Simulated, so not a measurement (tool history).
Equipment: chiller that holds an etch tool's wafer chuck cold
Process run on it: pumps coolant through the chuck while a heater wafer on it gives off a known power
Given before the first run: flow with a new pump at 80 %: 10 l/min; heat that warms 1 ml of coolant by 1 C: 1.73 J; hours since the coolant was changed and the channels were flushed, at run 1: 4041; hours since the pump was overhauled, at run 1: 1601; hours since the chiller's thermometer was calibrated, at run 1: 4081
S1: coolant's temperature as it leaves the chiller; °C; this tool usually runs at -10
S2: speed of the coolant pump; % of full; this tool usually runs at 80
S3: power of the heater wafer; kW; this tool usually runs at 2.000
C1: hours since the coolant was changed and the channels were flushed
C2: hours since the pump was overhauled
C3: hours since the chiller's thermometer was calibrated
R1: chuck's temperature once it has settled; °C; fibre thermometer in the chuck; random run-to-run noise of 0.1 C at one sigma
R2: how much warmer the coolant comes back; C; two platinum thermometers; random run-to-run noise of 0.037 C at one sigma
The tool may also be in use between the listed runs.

run     day   S1  S2     S3    C1    C2    C3    R1    R2
  1   0.000  -10  80  2.000  4041  1601  4081   4.0  6.96
      1.517  -- chiller's thermometer calibrated
  2   1.517  -10  71  2.000  4076  1636     0   5.7  7.92
  3   2.538  -10  89  2.000  4101  1661    24   2.8  6.22
  4   3.304  -10  89  2.000  4119  1679    43   2.9  6.16
  5   4.629  -10  89  2.000  4151  1711    75   2.6  6.28
      5.100  -- coolant changed, channels flushed
  6   6.675  -10  89  2.000    38  1754   118   2.7  6.20
  7   7.850  -10  89  2.000    66  1783   146   2.7  6.19
  8   9.329  -10  89  2.000   101  1818   181   2.7  6.18
  9  10.904  -10  89  2.000   139  1856   219   2.9  6.15
 10  11.883  -10  89  2.000   163  1879   243   2.8  6.27
 11  12.812  -10  89  2.000   185  1902   265   2.6  6.27
 12  13.817  -10  89  2.000   209  1926   289   2.7  6.23
 13  15.271  -10  89  2.000   244  1961   324   2.7  6.33
 14  16.279  -10  89  2.000   268  1985   348   3.0  6.23
 15  17.658  -10  89  2.000   301  2018   381   2.7  6.31
 16  18.433  -10  80  2.000   320  2036   400   3.9  7.08
 17  20.025  -17  80  1.781   358  2075   438  -4.6  6.33
 18  21.388  -17  80  1.781   391  2107   471  -4.4  6.34
 19  22.154  -17  80  1.781   409  2126   489  -4.5  6.36
 20  23.571  -12  80  1.781   443  2160   523   0.5  6.28
 21  24.500  -10  80  1.934   466  2182   546   3.6  6.88
 22  26.046  -10  80  1.934   503  2219   583   3.5  6.86
 23  27.112  -10  80  2.245   528  2245   608   5.8  7.89
 24  28.367  -16  80  1.088   558  2275   638  -8.4  3.96
 25  29.942  -16  80  1.088   596  2313   676  -8.5  3.91
 26  31.079  -10  93  1.413   623  2340   703  -1.6  4.37
 27  32.617  -10  63  1.439   660  2377   740   2.4  6.65
 28  33.629   -9  77  1.702   685  2401   765   3.4  6.35
 29  34.758  -10  80  2.000   712  2428   792   4.2  7.09
 30  36.188  -11  81  1.518   746  2463   826  -0.5  5.41
 31  37.671  -17  75  2.000   782  2498   862  -2.1  7.57

5 ways to go on from here, each from the tool as it stands after run 31. What would each give?
  A  38.662   -7  78  2.000  805  2522  885   ?   ?
  B  38.662  -17  73  1.031  805  2522  885   ?   ?
  C  38.662  -20  60  1.927  805  2522  885   ?   ?
  D  38.662   -4  87  2.000  805  2522  885   ?   ?
  E  38.662   -1  64  1.370  805  2522  885   ?   ?

run    R1    R2
  A   7.4  7.36
  B  -9.1  4.19
  C  -2.6  9.26
  D   9.1  6.54
  E  10.7  6.31
Without the tool's unlogged condition, the same runs would have read:
run    R1    R2
  A   7.4  7.13
  B  -9.1  3.97
  C  -2.6  9.04
  D   9.0  6.32
  E  10.7  6.09

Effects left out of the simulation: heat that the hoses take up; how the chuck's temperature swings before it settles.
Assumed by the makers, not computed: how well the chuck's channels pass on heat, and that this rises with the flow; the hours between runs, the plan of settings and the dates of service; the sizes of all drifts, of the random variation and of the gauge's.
